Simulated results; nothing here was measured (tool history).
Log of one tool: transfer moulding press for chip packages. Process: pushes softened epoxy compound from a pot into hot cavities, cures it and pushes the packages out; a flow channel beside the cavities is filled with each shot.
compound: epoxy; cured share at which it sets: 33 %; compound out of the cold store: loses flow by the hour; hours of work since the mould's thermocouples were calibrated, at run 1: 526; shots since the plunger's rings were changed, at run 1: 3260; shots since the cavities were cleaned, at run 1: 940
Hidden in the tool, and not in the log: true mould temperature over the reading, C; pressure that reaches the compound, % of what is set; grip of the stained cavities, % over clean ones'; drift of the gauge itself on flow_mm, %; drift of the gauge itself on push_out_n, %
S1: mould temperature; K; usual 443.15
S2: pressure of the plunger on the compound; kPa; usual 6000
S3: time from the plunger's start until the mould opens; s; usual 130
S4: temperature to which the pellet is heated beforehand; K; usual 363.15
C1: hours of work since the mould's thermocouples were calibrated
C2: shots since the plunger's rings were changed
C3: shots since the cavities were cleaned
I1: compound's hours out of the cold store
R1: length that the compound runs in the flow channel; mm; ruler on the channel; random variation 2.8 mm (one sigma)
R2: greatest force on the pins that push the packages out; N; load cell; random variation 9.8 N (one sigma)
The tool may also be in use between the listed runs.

run 1 hour=0 | S1=443.15 S2=6000 S3=130 S4=363.15 | C1=526 C2=3260 C3=940 | I1=38.7 | R1=920 R2=811
-- hour=22.8 cavities cleaned with cleaning compound and waxed
run 2 hour=22.8 | S1=443.15 S2=6000 S3=130 S4=363.15 | C1=542 C2=3504 C3=0 | I1=20.6 | R1=973 R2=451
run 3 hour=35.7 | S1=443.15 S2=6000 S3=130 S4=363.15 | C1=552 C2=3652 C3=148 | I1=24.7 | R1=957 R2=530
run 4 hour=56.3 | S1=443.15 S2=6000 S3=130 S4=363.15 | C1=568 C2=3889 C3=385 | I1=17.1 | R1=977 R2=634
run 5 hour=78.8 | S1=443.15 S2=6000 S3=130 S4=363.15 | C1=585 C2=4147 C3=643 | I1=19 | R1=976 R2=743
run 6 hour=93.4 | S1=443.15 S2=6000 S3=169 S4=363.15 | C1=596 C2=4315 C3=811 | I1=16.3 | R1=978 R2=743
run 7 hour=117.1 | S1=443.15 S2=6000 S3=169 S4=363.15 | C1=614 C2=4587 C3=1083 | I1=48 | R1=882 R2=783
-- hour=127.6 cavities cleaned with cleaning compound and waxed
run 8 hour=132.7 | S1=443.15 S2=6000 S3=130 S4=363.15 | C1=625 C2=4748 C3=59 | I1=24.9 | R1=943 R2=492
run 9 hour=151.8 | S1=443.15 S2=6000 S3=130 S4=363.15 | C1=639 C2=4967 C3=278 | I1=31.8 | R1=925 R2=602
run 10 hour=164 | S1=443.15 S2=6000 S3=130 S4=363.15 | C1=649 C2=5107 C3=418 | I1=13.4 | R1=981 R2=687
run 11 hour=176.1 | S1=443.15 S2=6000 S3=130 S4=363.15 | C1=658 C2=5246 C3=557 | I1=43.8 | R1=889 R2=723
-- hour=198.3 plunger's sealing rings changed
run 12 hour=201.7 | S1=443.15 S2=6000 S3=130 S4=371.15 | C1=675 C2=38 C3=822 | I1=39.6 | R1=942 R2=776
run 13 hour=218.7 | S1=443.15 S2=6000 S3=130 S4=371.15 | C1=688 C2=233 C3=1017 | I1=27.2 | R1=985 R2=828
-- hour=235.7 cavities cleaned with cleaning compound and waxed
run 14 hour=244.2 | S1=443.15 S2=6000 S3=130 S4=363.15 | C1=707 C2=509 C3=98 | I1=48 | R1=912 R2=502
run 15 hour=264.1 | S1=443.15 S2=6000 S3=130 S4=363.15 | C1=722 C2=737 C3=326 | I1=41.6 | R1=930 R2=631
run 16 hour=274.8 | S1=443.15 S2=6000 S3=130 S4=363.15 | C1=730 C2=860 C3=449 | I1=12.8 | R1=1020 R2=668

Run 17 comes next. What will it give?
run 17 hour=301.3 | S1=443.15 S2=4740 S3=154 S4=363.15 | C1=750 C2=1164 C3=753 | I1=9.1 | R1=? R2=?

Run 17 gave R1 919 mm, R2 729 N.
Without the tool's hidden state the same run would have given R1 934 mm, R2 415 N.
